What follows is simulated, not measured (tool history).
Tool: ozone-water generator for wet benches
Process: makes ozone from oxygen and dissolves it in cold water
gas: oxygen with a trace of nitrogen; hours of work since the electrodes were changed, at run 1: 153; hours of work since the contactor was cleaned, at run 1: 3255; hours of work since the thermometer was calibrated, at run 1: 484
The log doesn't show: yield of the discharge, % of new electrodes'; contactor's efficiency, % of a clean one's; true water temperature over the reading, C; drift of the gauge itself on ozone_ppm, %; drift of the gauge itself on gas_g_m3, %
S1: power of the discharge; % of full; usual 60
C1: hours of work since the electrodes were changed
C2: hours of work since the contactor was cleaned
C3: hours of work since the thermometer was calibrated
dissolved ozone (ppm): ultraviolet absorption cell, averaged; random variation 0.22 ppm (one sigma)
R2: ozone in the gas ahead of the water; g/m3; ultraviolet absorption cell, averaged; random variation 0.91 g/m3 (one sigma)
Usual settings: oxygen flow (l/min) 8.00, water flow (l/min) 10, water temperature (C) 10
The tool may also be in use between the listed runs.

Run 1, hour 0.0: usual settings; C1 153; C2 3255; C3 484. Result: dissolved ozone (ppm) 32.8, R2 151.9 g/m3.
Run 2, hour 32.5: usual settings; C1 174; C2 3276; C3 506. Result: dissolved ozone (ppm) 32.5, R2 152.4 g/m3.
Run 3, hour 54.8: usual settings but oxygen flow (l/min) 7.84; C1 189; C2 3291; C3 520. Result: dissolved ozone (ppm) 32.1, R2 153.1 g/m3.
Run 4, hour 96.9: usual settings but water temperature (C) 8; C1 217; C2 3319; C3 548. Result: dissolved ozone (ppm) 34.0, R2 152.7 g/m3.
Run 5, hour 135.3: usual settings but water flow (l/min) 8, water temperature (C) 8; C1 243; C2 3345; C3 574. Result: dissolved ozone (ppm) 38.8, R2 151.2 g/m3.
Run 6, hour 155.1: usual settings but water flow (l/min) 8, water temperature (C) 8; C1 256; C2 3358; C3 587. Result: dissolved ozone (ppm) 39.2, R2 153.5 g/m3.
Run 7, hour 183.1: usual settings but water flow (l/min) 8, water temperature (C) 8; C1 274; C2 3376; C3 606. Result: dissolved ozone (ppm) 38.8, R2 151.2 g/m3.
Run 8, hour 215.4: usual settings but water flow (l/min) 8, water temperature (C) 8; C1 296; C2 3398; C3 627. Result: dissolved ozone (ppm) 38.6, R2 152.7 g/m3.
Run 9, hour 239.0: usual settings but water flow (l/min) 8, water temperature (C) 8; C1 311; C2 3414; C3 643. Result: dissolved ozone (ppm) 39.2, R2 153.9 g/m3.
Run 10, hour 271.4: usual settings but water temperature (C) 14; C1 333; C2 3435; C3 664. Result: dissolved ozone (ppm) 29.6, R2 152.6 g/m3.
Run 11, hour 308.3: usual settings but oxygen flow (l/min) 13.71; C1 357; C2 3460; C3 689. Result: dissolved ozone (ppm) 32.0, R2 128.9 g/m3.
Run 12, hour 331.3: usual settings but oxygen flow (l/min) 13.71; C1 373; C2 3475; C3 704. Result: dissolved ozone (ppm) 32.0, R2 129.0 g/m3.
Run 13, hour 350.2: usual settings but oxygen flow (l/min) 13.71, water flow (l/min) 6; C1 385; C2 3487; C3 716. Result: dissolved ozone (ppm) 40.4, R2 130.1 g/m3.
Run 14, hour 367.1: usual settings; C1 396; C2 3499; C3 728. Result: dissolved ozone (ppm) 32.8, R2 152.0 g/m3.
Run 15, hour 394.9: usual settings; C1 415; C2 3517; C3 746. Result: dissolved ozone (ppm) 32.4, R2 151.7 g/m3.
Run 16, hour 422.2: usual settings; C1 433; C2 3535; C3 764. Result: dissolved ozone (ppm) 32.7, R2 151.5 g/m3.
Run 17, hour 439.3: usual settings but S1 86 % of full, water flow (l/min) 13; C1 444; C2 3546; C3 776. Result: dissolved ozone (ppm) 36.3, R2 207.9 g/m3.
Run 18, hour 478.6: usual settings but oxygen flow (l/min) 7.77, water flow (l/min) 13, water temperature (C) 15; C1 470; C2 3573; C3 802. Result: dissolved ozone (ppm) 24.6, R2 153.2 g/m3.
Run 19, hour 511.0: usual settings but oxygen flow (l/min) 7.77, water flow (l/min) 13, water temperature (C) 15; C1 492; C2 3594; C3 823. Result: dissolved ozone (ppm) 24.5, R2 155.7 g/m3.
Run 20, hour 533.1: usual settings but S1 43 % of full, water flow (l/min) 8; C1 507; C2 3609; C3 838. Result: dissolved ozone (ppm) 27.9, R2 117.2 g/m3.
Run 21, hour 564.9: usual settings but oxygen flow (l/min) 7.98, water temperature (C) 5; C1 528; C2 3630; C3 859. Result: dissolved ozone (ppm) 36.3, R2 155.3 g/m3.
Run 22, hour 588.1: usual settings but oxygen flow (l/min) 7.98, water temperature (C) 5; C1 543; C2 3645; C3 874. Result: dissolved ozone (ppm) 36.0, R2 153.4 g/m3.
Run 23, hour 607.5: usual settings but S1 46 % of full, oxygen flow (l/min) 4.99, water temperature (C) 6; C1 556; C2 3658; C3 887. Result: dissolved ozone (ppm) 27.0, R2 142.0 g/m3.
Run 24, hour 649.7: usual settings but S1 100 % of full, oxygen flow (l/min) 4.21, water flow (l/min) 9, water temperature (C) 11; C1 584; C2 3686; C3 915. Result: dissolved ozone (ppm) 49.6, R2 289.7 g/m3.
Run 25, hour 687.0: usual settings but S1 100 % of full, oxygen flow (l/min) 4.21, water flow (l/min) 9, water temperature (C) 5; C1 609; C2 3711; C3 940. Result: dissolved ozone (ppm) 54.8, R2 290.1 g/m3.
Run 26, hour 708.0: usual settings but S1 100 % of full, oxygen flow (l/min) 4.21, water flow (l/min) 9, water temperature (C) 5; C1 623; C2 3725; C3 954. Result: dissolved ozone (ppm) 54.9, R2 292.1 g/m3.
Run 27, hour 726.8: usual settings but S1 100 % of full, oxygen flow (l/min) 4.21, water flow (l/min) 9, water temperature (C) 5; C1 635; C2 3737; C3 966. Result: dissolved ozone (ppm) 54.6, R2 292.5 g/m3.
Run 28, hour 767.0: usual settings but S1 63 % of full, oxygen flow (l/min) 6.41; C1 662; C2 3764; C3 993. Result: dissolved ozone (ppm) 33.5, R2 172.8 g/m3.
Run 29, hour 795.2: usual settings but S1 63 % of full, oxygen flow (l/min) 6.41; C1 681; C2 3783; C3 1012. Result: dissolved ozone (ppm) 33.7, R2 172.2 g/m3.
Run 30, hour 818.3: usual settings but S1 42 % of full, oxygen flow (l/min) 9.31, water flow (l/min) 12, water temperature (C) 8; C1 696; C2 3798; C3 1027. Result: dissolved ozone (ppm) 22.1, R2 110.4 g/m3.
Run 31, hour 854.2: usual settings but S1 42 % of full, oxygen flow (l/min) 9.31, water flow (l/min) 13, water temperature (C) 7; C1 720; C2 3822; C3 1051. Result: dissolved ozone (ppm) 21.8, R2 109.3 g/m3.

Hidden state or all else? Some run-to-run changes of R2, split into what the settings, what came in and random variation would give without the hidden state, and what is left for the hidden state (with any gauge scatter that isn't in both results):
Run 23 -> 24: S1 46 -> 100, oxygen flow (l/min) 4.99 -> 4.21, water flow (l/min) 10 -> 9, water temperature (C) 6 -> 11. R2 +147.7 g/m3: hidden state +2.9, all else +144.8.
Run 27 -> 28: S1 100 -> 63, oxygen flow (l/min) 4.21 -> 6.41, water flow (l/min) 9 -> 10, water temperature (C) 5 -> 10. R2 -119.7 g/m3: hidden state -2.3, all else -117.4.
Run 29 -> 30: S1 63 -> 42, oxygen flow (l/min) 6.41 -> 9.31, water flow (l/min) 10 -> 12, water temperature (C) 10 -> 8. R2 -61.8 g/m3: hidden state -1.4, all else -60.4.
